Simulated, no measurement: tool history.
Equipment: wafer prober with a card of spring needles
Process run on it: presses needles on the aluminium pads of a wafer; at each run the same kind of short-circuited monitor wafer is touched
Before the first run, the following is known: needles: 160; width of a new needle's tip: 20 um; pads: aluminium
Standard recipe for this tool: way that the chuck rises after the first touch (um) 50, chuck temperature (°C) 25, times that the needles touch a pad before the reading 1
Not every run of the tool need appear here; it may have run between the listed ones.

| run | day | way that the chuck rises after the first touch (um) | chuck temperature (°C) | times that the needles touch a pad before the reading | resistance of one needle with its contact and lead (mohm) | way that a needle slides on the pad (um) |
|---|---|---|---|---|---|---|
| 1 | 0 | 50 | 25 | 1 | 351 | 13.22 |
| 2 | 0.212 | 50 | 25 | 1 | 390 | 13.22 |
|  | 0.517 | tips cleaned on abrasive film |
| 3 | 0.517 | 50 | 25 | 1 | 269 | 13.24 |
| 4 | 0.871 | 50 | 25 | 1 | 376 | 13.22 |
| 5 | 1.067 | 50 | 25 | 1 | 404 | 13.22 |
| 6 | 1.275 | 50 | 25 | 1 | 431 | 13.23 |
|  | 1.312 | tips cleaned on abrasive film |
| 7 | 1.525 | 50 | 27 | 1 | 338 | 13.24 |
| 8 | 1.85 | 69 | 62 | 1 | 335 | 18.24 |
|  | 2.125 | tips cleaned on abrasive film |
| 9 | 2.208 | 50 | 28 | 2 | 282 | 13.2 |
| 10 | 2.508 | 62 | 34 | 3 | 282 | 16.37 |
| 11 | 2.896 | 53 | 34 | 2 | 352 | 13.99 |
|  | 2.942 | tips cleaned on abrasive film |
| 12 | 3.267 | 50 | 25 | 1 | 370 | 13.13 |

Branching from run 12: 3 alternative next runs. What would each branch give?
|  | 3.633 | height of the first contact set anew |
| A | 3.638 | 50 | 69 | 2 | ? | ? |
|  | 3.633 | height of the first contact set anew |
| B | 3.638 | 50 | 43 | 1 | ? | ? |
|  | 3.633 | height of the first contact set anew |
| C | 3.638 | 47 | 61 | 1 | ? | ? |

| run | resistance of one needle with its contact and lead (mohm) | way that a needle slides on the pad (um) |
|---|---|---|
| A | 355 | 13.4 |
| B | 418 | 13.32 |
| C | 449 | 12.56 |
What these runs would have given with no unlogged condition in the tool:
| run | resistance of one needle with its contact and lead (mohm) | way that a needle slides on the pad (um) |
|---|---|---|
| A | 261 | 13.4 |
| B | 255 | 13.32 |
| C | 268 | 12.56 |
